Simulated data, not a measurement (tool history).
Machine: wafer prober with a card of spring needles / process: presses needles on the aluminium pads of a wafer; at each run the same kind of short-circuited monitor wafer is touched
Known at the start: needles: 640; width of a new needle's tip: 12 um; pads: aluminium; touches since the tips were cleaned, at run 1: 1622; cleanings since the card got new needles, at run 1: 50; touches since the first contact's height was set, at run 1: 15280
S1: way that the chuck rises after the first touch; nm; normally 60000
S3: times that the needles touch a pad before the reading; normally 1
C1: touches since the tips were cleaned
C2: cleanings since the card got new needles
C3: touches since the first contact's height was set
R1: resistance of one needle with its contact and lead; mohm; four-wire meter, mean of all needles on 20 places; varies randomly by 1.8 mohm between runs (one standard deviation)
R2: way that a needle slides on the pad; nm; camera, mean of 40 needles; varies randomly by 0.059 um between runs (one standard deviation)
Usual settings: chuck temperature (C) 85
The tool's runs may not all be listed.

run 1 day=0 | S1=60000 chuck_temperature_(C)=85 S3=1 | C1=1622 C2=50 C3=15280 | R1=193 R2=10850
-- day=0.188 tips cleaned on abrasive film
-- day=0.438 tips cleaned on abrasive film
-- day=0.75 tips cleaned on abrasive film
-- day=1.058 tips cleaned on abrasive film
-- day=1.371 tips cleaned on abrasive film
run 2 day=1.458 | S1=60000 chuck_temperature_(C)=45 S3=1 | C1=1319 C2=55 C3=36632 | R1=185 R2=10910
-- day=1.65 tips cleaned on abrasive film
-- day=1.896 tips cleaned on abrasive film
-- day=2.208 tips cleaned on abrasive film
-- day=2.458 tips cleaned on abrasive film
-- day=2.771 tips cleaned on abrasive film
-- day=3.046 tips cleaned on abrasive film
run 3 day=3.046 | S1=60000 chuck_temperature_(C)=45 S3=1 | C1=0 C2=61 C3=59777 | R1=184 R2=10780
-- day=3.354 tips cleaned on abrasive film
-- day=3.667 tips cleaned on abrasive film
-- day=3.979 tips cleaned on abrasive film
-- day=4.288 tips cleaned on abrasive film
run 4 day=4.458 | S1=60000 chuck_temperature_(C)=85 S3=1 | C1=2532 C2=65 C3=80519 | R1=200 R2=10720
-- day=4.588 tips cleaned on abrasive film
-- day=4.896 tips cleaned on abrasive film
-- day=5.146 tips cleaned on abrasive film
-- day=5.458 tips cleaned on abrasive film
-- day=5.767 tips cleaned on abrasive film
-- day=6.079 tips cleaned on abrasive film
-- day=6.392 tips cleaned on abrasive film
-- day=6.7 tips cleaned on abrasive film
run 5 day=6.762 | S1=60000 chuck_temperature_(C)=85 S3=1 | C1=907 C2=73 C3=114207 | R1=195 R2=10680
-- day=7.012 tips cleaned on abrasive film
-- day=7.325 tips cleaned on abrasive film
-- day=7.633 tips cleaned on abrasive film
-- day=7.946 tips cleaned on abrasive film
run 6 day=8.138 | S1=60000 chuck_temperature_(C)=120 S3=1 | C1=2842 C2=77 C3=134349 | R1=205 R2=10570
-- day=8.204 tips cleaned on abrasive film
-- day=8.512 tips cleaned on abrasive film
-- day=8.825 tips cleaned on abrasive film
-- day=9.133 tips cleaned on abrasive film
-- day=9.446 tips cleaned on abrasive film
-- day=9.696 tips cleaned on abrasive film
run 7 day=9.788 | S1=60000 chuck_temperature_(C)=120 S3=1 | C1=1376 C2=83 C3=158487 | R1=199 R2=10310
-- day=9.975 tips cleaned on abrasive film
-- day=10.288 tips cleaned on abrasive film
-- day=10.538 tips cleaned on abrasive film
-- day=10.85 tips cleaned on abrasive film
-- day=11.1 tips cleaned on abrasive film
-- day=11.408 tips cleaned on abrasive film
-- day=11.721 tips cleaned on abrasive film
-- day=12.033 tips cleaned on abrasive film
-- day=12.342 tips cleaned on abrasive film
-- day=12.621 tips cleaned on abrasive film
run 8 day=12.621 | S1=60000 chuck_temperature_(C)=120 S3=1 | C1=0 C2=93 C3=199890 | R1=199 R2=10250
-- day=12.696 height of the first contact set anew
-- day=12.946 tips cleaned on abrasive film
-- day=13.196 tips cleaned on abrasive film
-- day=13.504 tips cleaned on abrasive film
-- day=13.817 tips cleaned on abrasive film
-- day=14.067 tips cleaned on abrasive film
-- day=14.375 tips cleaned on abrasive film
-- day=14.688 tips cleaned on abrasive film
-- day=15 tips cleaned on abrasive film
run 9 day=15.158 | S1=60000 chuck_temperature_(C)=120 S3=1 | C1=2378 C2=101 C3=36068 | R1=203 R2=10880
-- day=15.288 tips cleaned on abrasive film
-- day=15.533 tips cleaned on abrasive film
-- day=15.846 tips cleaned on abrasive film
-- day=16.158 tips cleaned on abrasive film
-- day=16.408 tips cleaned on abrasive film
run 10 day=16.638 | S1=60000 chuck_temperature_(C)=85 S3=1 | C1=3452 C2=106 C3=57730 | R1=199 R2=10860
-- day=16.704 tips cleaned on abrasive film
-- day=16.954 tips cleaned on abrasive film
-- day=17.267 tips cleaned on abrasive film
-- day=17.517 tips cleaned on abrasive film
-- day=17.825 tips cleaned on abrasive film
-- day=18.138 tips cleaned on abrasive film
-- day=18.388 tips cleaned on abrasive film
-- day=18.7 tips cleaned on abrasive film
-- day=19.008 tips cleaned on abrasive film
-- day=19.321 tips cleaned on abrasive film
run 11 day=19.417 | S1=69000 chuck_temperature_(C)=85 S3=2 | C1=1444 C2=116 C3=98329 | R1=190 R2=12400
-- day=19.604 tips cleaned on abrasive film
-- day=19.917 tips cleaned on abrasive film
-- day=20.229 tips cleaned on abrasive film
-- day=20.538 tips cleaned on abrasive film
-- day=20.85 tips cleaned on abrasive film
-- day=21.162 tips cleaned on abrasive film
-- day=21.408 tips cleaned on abrasive film
-- day=21.721 tips cleaned on abrasive film
-- day=21.971 tips cleaned on abrasive film
run 12 day=21.971 | S1=51000 chuck_temperature_(C)=41 S3=2 | C1=0 C2=125 C3=135669 | R1=190 R2=8860
-- day=22.279 tips cleaned on abrasive film
-- day=22.592 tips cleaned on abrasive film
-- day=22.842 tips cleaned on abrasive film
-- day=23.154 tips cleaned on abrasive film
-- day=23.462 tips cleaned on abrasive film
-- day=23.775 tips cleaned on abrasive film
-- day=24.088 tips cleaned on abrasive film
-- day=24.338 tips cleaned on abrasive film
-- day=24.646 tips cleaned on abrasive film
-- day=24.912 tips cleaned on abrasive film
run 13 day=24.912 | S1=50000 chuck_temperature_(C)=40 S3=1 | C1=0 C2=135 C3=178700 | R1=184 R2=8520
-- day=25.225 tips cleaned on abrasive film
-- day=25.533 tips cleaned on abrasive film
-- day=25.846 tips cleaned on abrasive film
-- day=26.158 tips cleaned on abrasive film
-- day=26.417 height of the first contact set anew
-- day=26.479 tips cleaned on abrasive film
-- day=26.729 tips cleaned on abrasive film
run 14 day=26.775 | S1=70000 chuck_temperature_(C)=42 S3=2 | C1=679 C2=141 C3=5233 | R1=184 R2=12800
-- day=27.025 tips cleaned on abrasive film
-- day=27.338 tips cleaned on abrasive film
-- day=27.646 tips cleaned on abrasive film
-- day=27.958 tips cleaned on abrasive film
-- day=28.208 tips cleaned on abrasive film
-- day=28.521 tips cleaned on abrasive film
-- day=28.829 tips cleaned on abrasive film
-- day=29.096 tips cleaned on abrasive film
run 15 day=29.096 | S1=65000 chuck_temperature_(C)=72 S3=1 | C1=0 C2=149 C3=39161 | R1=188 R2=11850
-- day=29.408 tips cleaned on abrasive film
-- day=29.658 tips cleaned on abrasive film
-- day=29.967 tips cleaned on abrasive film
-- day=30.217 tips cleaned on abrasive film
run 16 day=30.396 | S1=50000 chuck_temperature_(C)=72 S3=2 | C1=2680 C2=153 C3=58230 | R1=201 R2=8970
-- day=30.525 tips cleaned on abrasive film
-- day=30.775 tips cleaned on abrasive film
-- day=31.083 tips cleaned on abrasive film
-- day=31.333 tips cleaned on abrasive film
-- day=31.646 tips cleaned on abrasive film
-- day=31.958 tips cleaned on abrasive film
-- day=32.267 tips cleaned on abrasive film
-- day=32.579 tips cleaned on abrasive film
run 17 day=32.808 | S1=50000 chuck_temperature_(C)=72 S3=2 | C1=3425 C2=161 C3=93526 | R1=202 R2=8950
-- day=32.875 tips cleaned on abrasive film
-- day=33.188 tips cleaned on abrasive film
-- day=33.496 tips cleaned on abrasive film
-- day=33.808 tips cleaned on abrasive film
-- day=34.121 tips cleaned on abrasive film
-- day=34.367 tips cleaned on abrasive film
-- day=34.679 tips cleaned on abrasive film
-- day=34.992 tips cleaned on abrasive film
run 18 day=35.204 | S1=50000 chuck_temperature_(C)=72 S3=2 | C1=3163 C2=169 C3=128558 | R1=199 R2=8780
-- day=35.271 tips cleaned on abrasive film
-- day=35.579 tips cleaned on abrasive film
-- day=35.892 tips cleaned on abrasive film
-- day=36.204 tips cleaned on abrasive film
-- day=36.454 tips cleaned on abrasive film
-- day=36.762 tips cleaned on abrasive film
-- day=37.012 tips cleaned on abrasive film
-- day=37.325 tips cleaned on abrasive film
run 19 day=37.358 | S1=43000 chuck_temperature_(C)=32 S3=2 | C1=503 C2=177 C3=160021 | R1=191 R2=7340
-- day=37.608 tips cleaned on abrasive film
-- day=37.917 tips cleaned on abrasive film
-- day=38.167 tips cleaned on abrasive film
-- day=38.479 tips cleaned on abrasive film
-- day=38.792 tips cleaned on abrasive film
-- day=39.1 tips cleaned on abrasive film
-- day=39.412 tips cleaned on abrasive film
-- day=39.725 tips cleaned on abrasive film
-- day=40.033 tips cleaned on abrasive film
-- day=40.171 height of the first contact set anew
run 20 day=40.212 | S1=43000 chuck_temperature_(C)=32 S3=2 | C1=2462 C2=186 C3=640 | R1=193 R2=7990

The logged runs with the hidden state left out (each run's random variation unchanged):
What the log doesn't record here: debris on the tips, nm; way that the needles fall short of the set height, um; tips' diameter, um; drift of the gauge itself on contact_mohm, %; drift of the gauge itself on scrub_um, %.
run=1 R1=188 R2=10920
run=2 R1=180 R2=11050
run=3 R1=182 R2=11010
run=4 R1=191 R2=11010
run=5 R1=191 R2=11100
run=6 R1=196 R2=11050
run=7 R1=192 R2=10890
run=8 R1=196 R2=10970
run=9 R1=195 R2=11020
run=10 R1=187 R2=11070
run=11 R1=186 R2=12780
run=12 R1=186 R2=9390
run=13 R1=179 R2=9200
run=14 R1=180 R2=12830
run=15 R1=185 R2=12000
run=16 R1=189 R2=9200
run=17 R1=189 R2=9300
run=18 R1=186 R2=9260
run=19 R1=182 R2=7940
run=20 R1=179 R2=7990
